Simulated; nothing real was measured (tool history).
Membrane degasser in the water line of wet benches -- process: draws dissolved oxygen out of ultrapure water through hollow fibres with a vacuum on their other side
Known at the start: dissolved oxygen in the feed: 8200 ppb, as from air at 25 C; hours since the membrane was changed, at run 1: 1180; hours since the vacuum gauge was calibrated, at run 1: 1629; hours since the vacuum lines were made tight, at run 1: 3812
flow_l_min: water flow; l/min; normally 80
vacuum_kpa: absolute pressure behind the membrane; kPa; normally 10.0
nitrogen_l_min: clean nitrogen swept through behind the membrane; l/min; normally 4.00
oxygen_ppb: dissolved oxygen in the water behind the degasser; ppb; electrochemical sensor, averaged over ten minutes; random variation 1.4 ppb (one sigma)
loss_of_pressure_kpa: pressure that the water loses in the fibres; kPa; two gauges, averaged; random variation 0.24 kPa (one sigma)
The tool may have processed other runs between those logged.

run     day  flow_l_min  vacuum_kpa  nitrogen_l_min  hours since the membrane was changed  hours since the vacuum gauge was calibrated  hours since the vacuum lines were made tight  oxygen_ppb  loss_of_pressure_kpa
  1   0.000          80        10.0            4.00                                  1180                                         1629                                          3812       326.4                 62.82
  2   1.742          80        10.0            4.00                                  1222                                         1671                                          3854       324.3                 63.34
  3   3.108          80        10.0            7.99                                  1254                                         1704                                          3886       191.5                 63.18
  4   4.317          80        10.0            7.99                                  1283                                         1733                                          3915       191.4                 63.38
  5   6.183          80        10.0            7.99                                  1328                                         1777                                          3960       192.1                 63.65
  6   7.075          80        10.0            7.99                                  1350                                         1799                                          3982       191.8                 63.78
  7   8.612          80        10.0            7.99                                  1386                                         1836                                          4018       191.4                 63.51
  8   9.638          91        10.0            4.00                                  1411                                         1860                                          4043       376.6                 72.59
  9  11.571          91        10.0            3.20                                  1457                                         1907                                          4089       441.4                 72.35
 10  13.396          91        10.0            3.20                                  1501                                         1951                                          4133       445.4                 72.43
 11  15.300          91        10.0            3.20                                  1547                                         1996                                          4179       442.3                 72.55
 12  16.771          91        10.0            3.20                                  1582                                         2032                                          4214       441.9                 72.72
 13  18.546          80        10.0            4.00                                  1625                                         2074                                          4257       327.8                 63.93
 14  20.521          80        10.0            4.00                                  1672                                         2122                                          4304       327.4                 64.35
 15  21.808          80        10.0            4.00                                  1703                                         2153                                          4335       323.6                 63.86
 16  23.758         120        10.0            4.00                                  1750                                         2199                                          4382       515.6                 96.94

Forecast run 17:
 17  25.471          50        22.4            1.76                                  1791                                         2240                                          4423           ?                     ?

Run 17 gave oxygen_ppb 1042.7 ppb, loss_of_pressure_kpa 39.90 kPa.
Minus the tool's unlogged condition, the same run would have read oxygen_ppb 1042.7 ppb, loss_of_pressure_kpa 39.15 kPa.

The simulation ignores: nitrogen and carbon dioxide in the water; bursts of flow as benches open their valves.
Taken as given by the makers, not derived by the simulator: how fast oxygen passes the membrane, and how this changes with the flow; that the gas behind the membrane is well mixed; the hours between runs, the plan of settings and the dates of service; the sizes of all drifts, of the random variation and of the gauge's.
